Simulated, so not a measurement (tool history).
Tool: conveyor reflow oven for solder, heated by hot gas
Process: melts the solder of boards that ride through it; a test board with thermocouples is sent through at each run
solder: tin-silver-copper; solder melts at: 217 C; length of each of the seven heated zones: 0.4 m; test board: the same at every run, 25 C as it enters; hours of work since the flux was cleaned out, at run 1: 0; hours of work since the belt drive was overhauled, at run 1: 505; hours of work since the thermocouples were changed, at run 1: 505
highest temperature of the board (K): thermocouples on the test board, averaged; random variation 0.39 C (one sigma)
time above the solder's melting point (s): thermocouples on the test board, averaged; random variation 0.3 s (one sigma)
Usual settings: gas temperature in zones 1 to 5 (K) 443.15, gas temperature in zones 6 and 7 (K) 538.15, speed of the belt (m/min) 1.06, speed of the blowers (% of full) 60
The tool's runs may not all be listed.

run,hour,gas temperature in zones 1 to 5 (K),gas temperature in zones 6 and 7 (K),speed of the belt (m/min),speed of the blowers (% of full),hours of work since the flux was cleaned out,hours of work since the belt drive was overhauled,hours of work since the thermocouples were changed,highest temperature of the board (K),time above the solder's melting point (s)
1,0,443.15,538.15,1.06,60,0,505,505,516.15,27.4
2,25.6,443.15,538.15,1.06,65,18,523,523,517.45,28.3
3,61.6,443.15,538.15,1.15,60,43,549,549,511.75,22.8
# hour 106.2: thermocouples of zones 6 and 7 changed
4,106.2,443.15,538.15,1.06,60,74,579,0,515.75,27.5
5,148.3,443.15,538.15,1.06,60,103,608,30,515.35,27.3
6,204.5,443.15,538.15,1.06,60,143,648,69,514.75,26.8
7,255.4,443.15,538.15,1.06,52,179,684,105,511.45,24.3
8,290.1,443.15,538.15,1.06,52,203,709,130,511.75,23.9
9,325.6,443.15,538.15,1.06,52,229,734,155,511.65,23.3
10,374.1,443.15,538.15,1.06,52,263,768,189,510.55,23.5
11,406.7,443.15,538.15,1.06,60,286,791,212,512.85,25
# hour 448.7: flux residue cleaned out of gas plates and filters
12,454.7,437.15,538.15,1.06,60,4,821,243,509.65,21.4
13,501.3,437.15,538.15,1.06,60,37,854,276,508.75,20.8
14,545.4,437.15,538.15,1.06,60,68,885,307,508.25,21
15,586,437.15,538.15,1.06,60,97,914,335,507.95,20.1
16,616.3,443.15,538.15,1.06,81,118,935,357,513.35,26
17,643.6,443.15,538.15,1.06,81,138,955,376,513.35,25.6
18,683.8,443.15,538.15,0.93,81,166,983,404,517.45,33.6
19,724,443.15,535.15,0.93,63,194,1012,433,512.15,28.5
20,772.7,443.15,543.15,0.93,88,229,1046,467,522.35,36.8
# hour 780.3: flux residue cleaned out of gas plates and filters, once more
21,816,447.15,543.15,0.93,88,25,1073,494,530.25,42.2
22,866.4,447.15,543.15,0.93,88,61,1109,530,530.25,42
23,905.5,443.15,540.15,0.99,89,88,1136,557,524.95,36.1
# hour 939: thermocouples of zones 6 and 7 changed
24,958.7,429.15,533.15,1.09,61,125,1172,14,507.05,19
25,988.7,429.15,533.15,1.09,61,146,1194,35,506.85,18.1
26,1038.9,444.15,550.15,0.95,86,181,1229,71,534.65,41.5
27,1089.5,444.15,550.15,0.95,86,217,1265,106,534.05,41.6
28,1132.5,435.15,544.15,0.95,88,247,1295,137,526.95,37
29,1161.2,435.15,544.15,1.1,55,268,1315,157,513.15,22.6
30,1199.7,435.15,544.15,1.1,55,295,1343,184,512.75,22.3
# hour 1230.3: flux residue cleaned out of gas plates and filters
31,1230.3,435.15,544.15,0.97,75,0,1361,202,527.05,36.1

Forecast each of these 3 alternatives for the next run:
A,1259.5,444.15,538.15,1.06,57,21,1381,223,?,?
B,1259.5,458.15,546.15,1.06,60,21,1381,223,?,?
C,1259.5,443.15,538.15,1.11,63,21,1381,223,?,?

run,highest temperature of the board (K),time above the solder's melting point (s)
A,516.15,27.7
B,525.95,36.9
C,515.25,26.3
Without the tool's hidden state the same runs would have given:
run,highest temperature of the board (K),time above the solder's melting point (s)
A,516.25,27.1
B,526.05,36.2
C,515.35,25.7
